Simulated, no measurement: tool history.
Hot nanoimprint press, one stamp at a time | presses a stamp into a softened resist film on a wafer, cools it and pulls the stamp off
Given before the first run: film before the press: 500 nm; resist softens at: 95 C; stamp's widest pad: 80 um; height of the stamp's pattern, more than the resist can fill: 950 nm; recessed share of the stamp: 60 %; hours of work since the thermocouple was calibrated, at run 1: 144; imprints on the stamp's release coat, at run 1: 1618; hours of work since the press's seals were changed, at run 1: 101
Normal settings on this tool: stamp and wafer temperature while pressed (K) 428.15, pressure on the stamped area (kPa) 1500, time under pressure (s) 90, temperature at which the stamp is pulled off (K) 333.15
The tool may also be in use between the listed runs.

run  hour  stamp and wafer temperature while pressed (K)  pressure on the stamped area (kPa)  time under pressure (s)  temperature at which the stamp is pulled off (K)  hours of work since the thermocouple was calibrated  imprints on the stamp's release coat  hours of work since the press's seals were changed  resist left under the stamp's widest pad (Å)  greatest force while the stamp is pulled off (N)
  1   0.0                                         428.15                                1500                       90                                            333.15                                                  144                                  1618                                                 101                                          2518                                               239
  2   5.8                                         428.15                                1500                       90                                            326.15                                                  147                                  1637                                                 104                                          2514                                               265
  3  13.0                                         428.15                                1500                       90                                            326.15                                                  152                                  1660                                                 109                                          2505                                               267
  4  18.4                                         428.15                                1500                       90                                            326.15                                                  155                                  1678                                                 112                                          2516                                               269
     33.4  -- stamp cleaned and given a new release coat
  5  33.7                                         428.15                                1500                       90                                            322.15                                                  161                                     1                                                 118                                          2522                                               242
  6  40.9                                         428.15                                1500                       90                                            336.15                                                  166                                    24                                                 123                                          2527                                               194
  7  47.7                                         428.15                                1500                       90                                            336.15                                                  170                                    46                                                 127                                          2519                                               195
  8  52.4                                         428.15                                1500                       90                                            336.15                                                  173                                    62                                                 130                                          2525                                               191
  9  59.4                                         428.15                                1500                       90                                            336.15                                                  177                                    84                                                 134                                          2524                                               191
 10  66.2                                         428.15                                 960                       90                                            333.15                                                  181                                   106                                                 139                                          3041                                               204

What does the tool deliver on the next run?
 11  73.5                                         428.15                                 960                       90                                            333.15                                                  186                                   130                                                 143                                             ?                                                 ?

Run 11 measured resist left under the stamp's widest pad (Å) 3004, greatest force while the stamp is pulled off (N) 206.
Were there no unlogged condition in the tool, this run, its random variation unchanged, would have produced resist left under the stamp's widest pad (Å) 2933, greatest force while the stamp is pulled off (N) 200.

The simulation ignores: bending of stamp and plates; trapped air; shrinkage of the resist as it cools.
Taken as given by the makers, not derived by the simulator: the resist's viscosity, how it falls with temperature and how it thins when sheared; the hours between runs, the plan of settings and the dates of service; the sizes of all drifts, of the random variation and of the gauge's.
